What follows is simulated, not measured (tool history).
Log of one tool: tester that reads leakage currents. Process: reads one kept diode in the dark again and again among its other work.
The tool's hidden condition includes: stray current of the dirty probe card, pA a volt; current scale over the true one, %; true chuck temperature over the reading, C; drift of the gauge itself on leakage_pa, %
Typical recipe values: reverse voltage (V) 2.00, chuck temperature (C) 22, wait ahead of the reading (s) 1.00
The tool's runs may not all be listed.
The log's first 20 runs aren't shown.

run,hour,reverse voltage (V),chuck temperature (C),wait ahead of the reading (s),hours of work since the probe card was cleaned,hours of work since the tester was calibrated,hours of work since the chuck was calibrated,current that the tester gives (pA)
21,646.3,2.00,22,1.66,1147,838,869,44.35
22,671.0,2.00,40,1.66,1162,853,884,176.11
23,693.8,2.00,40,1.66,1175,867,898,174.75
24,736.0,2.00,40,1.66,1201,892,923,176.79
# hour 741.0: tester calibrated
25,768.6,3.19,37,0.38,1219,17,942,167.67
26,801.4,12.73,46,3.35,1239,36,962,518.31
27,819.2,7.27,38,4.88,1250,47,972,239.04
28,852.8,1.34,31,1.00,1270,67,993,78.51
# hour 875.0: tester calibrated, once more
29,889.1,1.59,30,4.19,1291,8,1013,77.55
30,909.0,2.00,22,2.81,1303,20,1025,45.37
31,950.8,8.14,26,2.74,1328,46,1050,106.42
32,980.0,8.14,26,2.74,1345,63,1068,106.94
33,1020.4,1.29,26,6.58,1370,88,1092,53.10
34,1055.2,13.92,52,1.00,1391,109,1113,816.30
35,1093.8,2.00,56,0.79,1414,132,1137,546.24
36,1135.3,3.56,32,0.79,1439,157,1162,122.61
37,1160.3,3.56,38,3.30,1454,172,1177,189.79
38,1194.9,6.70,35,1.00,1475,193,1197,194.02
39,1236.7,6.79,30,1.00,1500,218,1223,136.79
40,1272.6,2.17,20,2.45,1522,240,1244,41.26

Forecast each of these 3 alternatives for the next run:
A,1305.0,9.52,28,1.00,1541,259,1264,?
B,1305.0,1.03,22,1.00,1541,259,1264,?
C,1305.0,2.17,31,2.45,1541,259,1264,?

run,current that the tester gives (pA)
A,137.18
B,36.41
C,95.67
Without the tool's unlogged condition, the same runs would have read:
run,current that the tester gives (pA)
A,110.57
B,31.47
C,83.93
